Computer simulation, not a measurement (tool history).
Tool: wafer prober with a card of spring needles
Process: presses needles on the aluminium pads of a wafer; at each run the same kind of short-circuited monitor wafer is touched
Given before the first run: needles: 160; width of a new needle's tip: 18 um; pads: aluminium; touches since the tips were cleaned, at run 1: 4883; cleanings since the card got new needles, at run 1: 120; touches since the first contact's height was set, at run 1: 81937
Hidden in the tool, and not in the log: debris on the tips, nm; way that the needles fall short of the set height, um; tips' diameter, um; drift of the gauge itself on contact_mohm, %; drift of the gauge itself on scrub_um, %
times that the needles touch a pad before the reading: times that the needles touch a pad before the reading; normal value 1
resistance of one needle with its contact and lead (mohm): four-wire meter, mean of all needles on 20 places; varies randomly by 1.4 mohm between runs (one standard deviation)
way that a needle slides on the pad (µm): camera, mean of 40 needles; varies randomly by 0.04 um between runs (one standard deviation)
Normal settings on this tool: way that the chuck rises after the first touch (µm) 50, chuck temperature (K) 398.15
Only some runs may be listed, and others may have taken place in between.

run	hour	way that the chuck rises after the first touch (µm)	chuck temperature (K)	times that the needles touch a pad before the reading	touches since the tips were cleaned	cleanings since the card got new needles	touches since the first contact's height was set	resistance of one needle with its contact and lead (mohm)	way that a needle slides on the pad (µm)
1	0.0	50	398.15	1	4883	120	81937	259	7.98
# hour 4.4: tips cleaned on abrasive film
# hour 24.3: tips cleaned on abrasive film
# hour 46.1: tips cleaned on abrasive film
# hour 63.6: tips cleaned on abrasive film
2	73.8	50	398.15	1	3338	124	106040	268	7.86
# hour 82.5: tips cleaned on abrasive film
# hour 103.3: tips cleaned on abrasive film
# hour 123.6: tips cleaned on abrasive film
3	136.4	50	340.15	1	4203	127	126512	306	7.83
# hour 145.1: tips cleaned on abrasive film
# hour 166.3: tips cleaned on abrasive film
4	178.4	50	398.15	1	3989	129	140260	286	7.74
# hour 187.2: tips cleaned on abrasive film
# hour 207.8: tips cleaned on abrasive film
5	217.3	50	398.15	1	3113	131	152969	261	7.72
# hour 228.5: tips cleaned on abrasive film
# hour 249.9: tips cleaned on abrasive film
6	254.1	50	398.15	1	1389	133	164996	202	7.71
# hour 271.6: tips cleaned on abrasive film
# hour 289.0: tips cleaned on abrasive film
# hour 289.3: height of the first contact set anew
# hour 293.4: tips cleaned on abrasive film, once more
# hour 314.0: tips cleaned on abrasive film
7	326.9	50	398.15	1	4251	137	12276	272	8.09
# hour 334.9: tips cleaned on abrasive film
# hour 354.9: tips cleaned on abrasive film
# hour 376.5: tips cleaned on abrasive film
# hour 394.4: tips cleaned on abrasive film
8	394.4	50	398.15	1	0	141	34333	146	8.01
# hour 414.6: tips cleaned on abrasive film
# hour 435.4: tips cleaned on abrasive film
9	443.5	50	398.15	1	2663	143	50374	264	8.06
# hour 456.6: tips cleaned on abrasive film
# hour 474.1: tips cleaned on abrasive film
# hour 494.6: tips cleaned on abrasive film
10	502.5	50	398.15	1	2609	146	69672	246	7.94
# hour 515.1: tips cleaned on abrasive film
# hour 536.1: tips cleaned on abrasive film
11	539.7	50	398.15	2	1198	148	81832	172	7.83
# hour 556.4: tips cleaned on abrasive film
# hour 577.2: tips cleaned on abrasive film
12	582.9	50	398.15	2	1871	150	95941	185	7.90
# hour 598.3: tips cleaned on abrasive film
# hour 619.0: tips cleaned on abrasive film
13	621.8	50	398.15	1	923	152	108664	204	7.82
# hour 639.1: tips cleaned on abrasive film
# hour 659.4: tips cleaned on abrasive film
# hour 680.2: tips cleaned on abrasive film
14	685.5	50	398.15	1	1725	155	129490	240	7.76
# hour 701.3: tips cleaned on abrasive film
# hour 720.7: tips cleaned on abrasive film
15	734.0	50	398.15	1	4357	157	145365	307	7.71
# hour 741.8: tips cleaned on abrasive film
# hour 763.5: tips cleaned on abrasive film
16	779.5	35	361.15	1	5249	159	160261	523	5.21
# hour 783.0: tips cleaned on abrasive film
# hour 804.5: tips cleaned on abrasive film
# hour 824.9: tips cleaned on abrasive film
17	825.6	59	361.15	1	243	162	175299	151	9.19
# hour 830.2: height of the first contact set anew
# hour 843.4: tips cleaned on abrasive film
# hour 863.1: tips cleaned on abrasive film
# hour 882.9: tips cleaned on abrasive film
18	887.8	59	361.15	1	1620	165	18816	194	9.57
# hour 904.1: tips cleaned on abrasive film
# hour 924.0: tips cleaned on abrasive film
# hour 944.0: tips cleaned on abrasive film
19	959.9	32	315.15	2	5233	168	42414	402	5.07
# hour 964.4: tips cleaned on abrasive film
# hour 985.6: tips cleaned on abrasive film
# hour 1005.7: tips cleaned on abrasive film
# hour 1026.5: tips cleaned on abrasive film
20	1029.1	32	315.15	2	857	172	65022	226	5.06
# hour 1044.2: tips cleaned on abrasive film
# hour 1061.7: tips cleaned on abrasive film
# hour 1079.1: tips cleaned on abrasive film
21	1083.0	61	306.15	1	1282	175	82632	174	9.75
# hour 1100.0: tips cleaned on abrasive film
# hour 1119.2: tips cleaned on abrasive film
22	1119.2	62	306.15	1	0	177	94453	126	9.86
# hour 1140.5: tips cleaned on abrasive film
# hour 1161.7: tips cleaned on abrasive film
# hour 1179.2: tips cleaned on abrasive film
23	1188.8	39	377.15	1	3155	180	117212	409	5.99
# hour 1197.6: tips cleaned on abrasive film
# hour 1218.9: tips cleaned on abrasive film
24	1229.3	50	398.15	3	3398	182	130448	191	7.89
# hour 1238.1: tips cleaned on abrasive film
# hour 1258.6: tips cleaned on abrasive film
# hour 1278.6: tips cleaned on abrasive film
25	1291.7	37	398.15	1	4320	185	150867	492	5.67
# hour 1298.9: tips cleaned on abrasive film
# hour 1316.4: tips cleaned on abrasive film
26	1333.4	65	326.15	3	5583	187	164487	165	10.15
# hour 1337.0: tips cleaned on abrasive film
# hour 1358.6: tips cleaned on abrasive film
# hour 1371.3: height of the first contact set anew
# hour 1380.1: tips cleaned on abrasive film
# hour 1399.8: tips cleaned on abrasive film
27	1406.4	65	326.15	3	2151	191	11467	150	10.54
# hour 1421.4: tips cleaned on abrasive film
# hour 1442.6: tips cleaned on abrasive film
# hour 1463.3: tips cleaned on abrasive film
28	1467.9	49	354.15	1	1498	194	31578	239	7.94

Branching from run 28: 3 alternative next runs. What would each branch give?
# hour 1484.2: tips cleaned on abrasive film
# hour 1501.7: tips cleaned on abrasive film
A	1508.8	59	368.15	3	2323	196	44949	?	?
# hour 1484.2: tips cleaned on abrasive film
# hour 1501.7: tips cleaned on abrasive film
B	1508.8	50	299.15	1	2323	196	44949	?	?
# hour 1484.2: tips cleaned on abrasive film
# hour 1501.7: tips cleaned on abrasive film
C	1508.8	32	398.15	1	2323	196	44949	?	?

run	resistance of one needle with its contact and lead (mohm)	way that a needle slides on the pad (µm)
A	157	9.49
B	247	8.01
C	417	5.11
Without the tool's unlogged condition, the same runs would have read:
run	resistance of one needle with its contact and lead (mohm)	way that a needle slides on the pad (µm)
A	119	9.61
B	111	8.13
C	138	5.23
